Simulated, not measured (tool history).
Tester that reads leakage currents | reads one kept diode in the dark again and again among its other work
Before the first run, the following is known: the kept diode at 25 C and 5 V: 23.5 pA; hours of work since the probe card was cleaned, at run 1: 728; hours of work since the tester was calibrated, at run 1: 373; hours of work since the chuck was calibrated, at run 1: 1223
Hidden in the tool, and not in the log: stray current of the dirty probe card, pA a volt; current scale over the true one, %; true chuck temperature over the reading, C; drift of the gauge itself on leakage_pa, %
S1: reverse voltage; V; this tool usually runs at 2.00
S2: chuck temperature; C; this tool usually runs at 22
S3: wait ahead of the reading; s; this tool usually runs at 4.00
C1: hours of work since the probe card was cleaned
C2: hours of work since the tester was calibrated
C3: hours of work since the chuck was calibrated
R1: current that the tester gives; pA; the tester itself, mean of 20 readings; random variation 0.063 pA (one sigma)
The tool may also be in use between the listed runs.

run	day	S1	S2	S3	C1	C2	C3	R1
1	0.000	2.00	22	4.00	728	373	1223	14.28
2	1.975	2.00	22	4.00	751	396	1246	14.28
3	3.412	7.31	22	4.00	768	412	1262	24.20
4	5.950	7.31	28	4.00	797	442	1292	41.39
5	7.146	2.00	22	1.55	811	456	1306	14.58
6	8.367	2.00	22	1.55	825	470	1320	14.73
7	9.588	2.00	22	4.14	840	484	1334	14.39
# day 11.029: chuck's temperature calibrated
8	12.017	2.00	22	4.14	867	511	11	12.82
9	14.175	2.00	22	4.00	892	536	37	13.00
10	15.575	2.00	22	4.00	908	553	53	12.86
11	17.375	2.00	22	4.00	929	574	74	12.92
12	19.667	2.00	22	4.00	956	600	100	13.11
13	21.704	2.00	22	4.00	979	624	124	12.97
14	23.075	2.00	22	4.00	995	640	140	13.08
15	24.954	2.00	22	4.00	1017	662	162	13.05
16	26.217	2.00	22	4.00	1032	676	176	13.02
17	28.850	2.00	22	4.00	1062	707	207	13.05
18	30.262	16.24	22	4.00	1079	723	223	31.40
19	32.058	16.24	22	4.00	1099	744	244	31.47
20	34.462	16.24	22	4.00	1127	772	272	31.50
21	36.500	1.66	50	4.00	1151	796	296	131.22
22	37.854	1.66	50	4.00	1167	811	312	131.79
23	39.083	1.68	20	3.97	1181	826	326	10.27
24	40.875	9.03	22	3.97	1202	846	347	24.57
25	43.662	9.03	22	3.97	1234	879	379	24.82
26	46.508	9.03	22	3.97	1267	912	412	24.87
27	48.171	9.03	22	3.97	1287	931	431	24.92
28	49.417	5.80	34	0.76	1301	946	446	60.08
29	51.842	5.80	34	0.76	1329	974	474	60.84
30	54.204	7.90	56	1.52	1357	1001	501	384.03
31	56.704	2.23	27	2.68	1386	1030	530	22.22
32	58.396	6.48	27	1.81	1405	1050	550	34.63
33	60.567	7.61	27	5.22	1431	1075	575	36.17
34	62.496	7.99	33	5.22	1453	1097	598	62.44
35	64.908	7.99	33	5.22	1481	1125	626	62.63
36	67.246	1.34	54	3.92	1508	1153	653	169.34

Some steps in R1 between neighbouring runs. How much of each would the tool show without its hidden state too (settings, what came in, random variation), and how much is left for the hidden state, with any gauge scatter that isn't in both results?
Run 22 -> 23: S1 1.66 -> 1.68, S2 50 -> 20, S3 4.00 -> 3.97. R1 -121.52 pA: hidden state -3.64, all else -117.88.
Run 29 -> 30: S1 5.80 -> 7.90, S2 34 -> 56, S3 0.76 -> 1.52. R1 +323.19 pA: hidden state +14.00, all else +309.19.
Run 30 -> 31: S1 7.90 -> 2.23, S2 56 -> 27, S3 1.52 -> 2.68. R1 -361.81 pA: hidden state -15.91, all else -345.90.
Run 35 -> 36: S1 7.99 -> 1.34, S2 33 -> 54, S3 5.22 -> 3.92. R1 +106.71 pA: hidden state +4.87, all else +101.84.
